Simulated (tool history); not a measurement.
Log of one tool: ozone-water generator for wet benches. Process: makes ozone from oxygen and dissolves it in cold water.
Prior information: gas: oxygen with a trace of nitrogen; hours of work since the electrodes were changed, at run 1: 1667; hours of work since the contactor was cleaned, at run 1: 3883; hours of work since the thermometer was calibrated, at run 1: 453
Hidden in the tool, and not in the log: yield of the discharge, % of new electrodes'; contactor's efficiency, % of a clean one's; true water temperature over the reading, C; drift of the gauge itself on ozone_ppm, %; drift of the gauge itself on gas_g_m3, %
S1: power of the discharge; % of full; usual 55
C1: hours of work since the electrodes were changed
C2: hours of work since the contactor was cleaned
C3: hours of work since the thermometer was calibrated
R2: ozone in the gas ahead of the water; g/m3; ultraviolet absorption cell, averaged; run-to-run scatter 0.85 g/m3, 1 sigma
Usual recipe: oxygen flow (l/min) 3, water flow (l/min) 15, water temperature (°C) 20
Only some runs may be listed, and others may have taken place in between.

run 1 day=0 | S1=55 oxygen_flow_(l/min)=3 water_flow_(l/min)=15 water_temperature_(°C)=20 | C1=1667 C2=3883 C3=453 | dissolved_ozone_(ppm)=12 R2=133.3
run 2 day=3.421 | S1=55 oxygen_flow_(l/min)=3 water_flow_(l/min)=15 water_temperature_(°C)=20 | C1=1749 C2=3965 C3=535 | dissolved_ozone_(ppm)=11.9 R2=132.5
run 3 day=6.346 | S1=55 oxygen_flow_(l/min)=3 water_flow_(l/min)=11 water_temperature_(°C)=20 | C1=1819 C2=4035 C3=605 | dissolved_ozone_(ppm)=14.9 R2=130
run 4 day=8.354 | S1=55 oxygen_flow_(l/min)=1.57 water_flow_(l/min)=15 water_temperature_(°C)=20 | C1=1867 C2=4083 C3=653 | dissolved_ozone_(ppm)=9.8 R2=166.7
run 5 day=10.362 | S1=55 oxygen_flow_(l/min)=3 water_flow_(l/min)=13 water_temperature_(°C)=20 | C1=1915 C2=4132 C3=701 | dissolved_ozone_(ppm)=13.3 R2=130.7
run 6 day=14.438 | S1=55 oxygen_flow_(l/min)=2.19 water_flow_(l/min)=13 water_temperature_(°C)=20 | C1=2013 C2=4229 C3=799 | dissolved_ozone_(ppm)=12.2 R2=147.5
run 7 day=17.712 | S1=55 oxygen_flow_(l/min)=2.19 water_flow_(l/min)=13 water_temperature_(°C)=20 | C1=2092 C2=4308 C3=878 | dissolved_ozone_(ppm)=12.4 R2=145.9
run 8 day=22.158 | S1=55 oxygen_flow_(l/min)=2.19 water_flow_(l/min)=13 water_temperature_(°C)=20 | C1=2198 C2=4415 C3=984 | dissolved_ozone_(ppm)=12.1 R2=145.6
run 9 day=24.529 | S1=55 oxygen_flow_(l/min)=2.19 water_flow_(l/min)=13 water_temperature_(°C)=20 | C1=2255 C2=4471 C3=1041 | dissolved_ozone_(ppm)=12.2 R2=146
run 10 day=28.333 | S1=55 oxygen_flow_(l/min)=2.19 water_flow_(l/min)=13 water_temperature_(°C)=20 | C1=2346 C2=4563 C3=1132 | dissolved_ozone_(ppm)=12.1 R2=146.8
run 11 day=31.567 | S1=55 oxygen_flow_(l/min)=3 water_flow_(l/min)=15 water_temperature_(°C)=20 | C1=2424 C2=4640 C3=1210 | dissolved_ozone_(ppm)=11.5 R2=128.2
run 12 day=35.654 | S1=55 oxygen_flow_(l/min)=3 water_flow_(l/min)=15 water_temperature_(°C)=20 | C1=2522 C2=4738 C3=1308 | dissolved_ozone_(ppm)=11.4 R2=128.6
run 13 day=39.946 | S1=55 oxygen_flow_(l/min)=3 water_flow_(l/min)=15 water_temperature_(°C)=20 | C1=2625 C2=4841 C3=1411 | dissolved_ozone_(ppm)=11.7 R2=128.6
run 14 day=43.883 | S1=55 oxygen_flow_(l/min)=3 water_flow_(l/min)=15 water_temperature_(°C)=20 | C1=2719 C2=4935 C3=1505 | dissolved_ozone_(ppm)=11.4 R2=127.2
run 15 day=46.896 | S1=55 oxygen_flow_(l/min)=3 water_flow_(l/min)=15 water_temperature_(°C)=20 | C1=2792 C2=5008 C3=1577 | dissolved_ozone_(ppm)=11.5 R2=128.1
run 16 day=48.733 | S1=55 oxygen_flow_(l/min)=3 water_flow_(l/min)=15 water_temperature_(°C)=20 | C1=2836 C2=5052 C3=1621 | dissolved_ozone_(ppm)=11.3 R2=129
run 17 day=51.154 | S1=55 oxygen_flow_(l/min)=3 water_flow_(l/min)=15 water_temperature_(°C)=20 | C1=2894 C2=5110 C3=1680 | dissolved_ozone_(ppm)=11.1 R2=128
run 18 day=54.908 | S1=55 oxygen_flow_(l/min)=3 water_flow_(l/min)=15 water_temperature_(°C)=20 | C1=2984 C2=5200 C3=1770 | dissolved_ozone_(ppm)=11.2 R2=128.9
run 19 day=56.862 | S1=97 oxygen_flow_(l/min)=3 water_flow_(l/min)=15 water_temperature_(°C)=16 | C1=3031 C2=5247 C3=1816 | dissolved_ozone_(ppm)=19.2 R2=207.1
-- day=57.288 water thermometer calibrated
run 20 day=60.604 | S1=61 oxygen_flow_(l/min)=4.45 water_flow_(l/min)=18 water_temperature_(°C)=19 | C1=3120 C2=5336 C3=80 | dissolved_ozone_(ppm)=11.4 R2=121.1
run 21 day=64.262 | S1=90 oxygen_flow_(l/min)=1.73 water_flow_(l/min)=18 water_temperature_(°C)=19 | C1=3208 C2=5424 C3=167 | dissolved_ozone_(ppm)=12.1 R2=234.7
run 22 day=66.979 | S1=45 oxygen_flow_(l/min)=4.8 water_flow_(l/min)=14 water_temperature_(°C)=20 | C1=3273 C2=5489 C3=232 | dissolved_ozone_(ppm)=10.8 R2=89.8
run 23 day=70.375 | S1=56 oxygen_flow_(l/min)=3.26 water_flow_(l/min)=20 water_temperature_(°C)=24 | C1=3354 C2=5570 C3=314 | dissolved_ozone_(ppm)=8.5 R2=125.3
run 24 day=72.225 | S1=41 oxygen_flow_(l/min)=3 water_flow_(l/min)=10 water_temperature_(°C)=20 | C1=3399 C2=5615 C3=358 | dissolved_ozone_(ppm)=12.1 R2=99
run 25 day=74.962 | S1=41 oxygen_flow_(l/min)=3 water_flow_(l/min)=10 water_temperature_(°C)=20 | C1=3464 C2=5680 C3=424 | dissolved_ozone_(ppm)=11.8 R2=99.3
run 26 day=78.462 | S1=78 oxygen_flow_(l/min)=3.23 water_flow_(l/min)=10 water_temperature_(°C)=20 | C1=3548 C2=5764 C3=508 | dissolved_ozone_(ppm)=20.7 R2=162.7
run 27 day=82 | S1=88 oxygen_flow_(l/min)=4.15 water_flow_(l/min)=18 water_temperature_(°C)=20 | C1=3633 C2=5849 C3=593 | dissolved_ozone_(ppm)=14.8 R2=163.6
-- day=83.121 water thermometer calibrated, once more
run 28 day=85.571 | S1=55 oxygen_flow_(l/min)=1.54 water_flow_(l/min)=15 water_temperature_(°C)=13 | C1=3718 C2=5934 C3=59 | dissolved_ozone_(ppm)=9.4 R2=159.9
run 29 day=88.967 | S1=55 oxygen_flow_(l/min)=1.54 water_flow_(l/min)=15 water_temperature_(°C)=13 | C1=3800 C2=6016 C3=140 | dissolved_ozone_(ppm)=9.3 R2=160.7
run 30 day=90.833 | S1=55 oxygen_flow_(l/min)=3.98 water_flow_(l/min)=15 water_temperature_(°C)=13 | C1=3844 C2=6060 C3=185 | dissolved_ozone_(ppm)=12.5 R2=113
run 31 day=95.171 | S1=40 oxygen_flow_(l/min)=3.55 water_flow_(l/min)=15 water_temperature_(°C)=17 | C1=3948 C2=6164 C3=289 | dissolved_ozone_(ppm)=9 R2=90.1
run 32 day=98.408 | S1=40 oxygen_flow_(l/min)=3.55 water_flow_(l/min)=15 water_temperature_(°C)=17 | C1=4026 C2=6242 C3=367 | dissolved_ozone_(ppm)=8.9 R2=90.3
run 33 day=100.721 | S1=40 oxygen_flow_(l/min)=3.55 water_flow_(l/min)=15 water_temperature_(°C)=17 | C1=4081 C2=6298 C3=422 | dissolved_ozone_(ppm)=9 R2=90
run 34 day=104.233 | S1=55 oxygen_flow_(l/min)=3 water_flow_(l/min)=18 water_temperature_(°C)=17 | C1=4166 C2=6382 C3=506 | dissolved_ozone_(ppm)=9.2 R2=124

3 options for the next run, each taken on its own from the tool as it stands now. Forecast them:
run A day=107.846 | S1=96 oxygen_flow_(l/min)=5.36 water_flow_(l/min)=13 water_temperature_(°C)=17 | C1=4252 C2=6468 C3=593 | dissolved_ozone_(ppm)=? R2=?
run B day=107.846 | S1=50 oxygen_flow_(l/min)=3 water_flow_(l/min)=15 water_temperature_(°C)=24 | C1=4252 C2=6468 C3=593 | dissolved_ozone_(ppm)=? R2=?
run C day=107.846 | S1=96 oxygen_flow_(l/min)=3 water_flow_(l/min)=15 water_temperature_(°C)=20 | C1=4252 C2=6468 C3=593 | dissolved_ozone_(ppm)=? R2=?

run=A dissolved_ozone_(ppm)=21.2 R2=157.1
run=B dissolved_ozone_(ppm)=9.3 R2=114.7
run=C dissolved_ozone_(ppm)=16.8 R2=194.1
Without the tool's unlogged condition, the same runs would have read:
run=A dissolved_ozone_(ppm)=27.5 R2=188
run=B dissolved_ozone_(ppm)=11.2 R2=126.7
run=C dissolved_ozone_(ppm)=21.9 R2=232.3

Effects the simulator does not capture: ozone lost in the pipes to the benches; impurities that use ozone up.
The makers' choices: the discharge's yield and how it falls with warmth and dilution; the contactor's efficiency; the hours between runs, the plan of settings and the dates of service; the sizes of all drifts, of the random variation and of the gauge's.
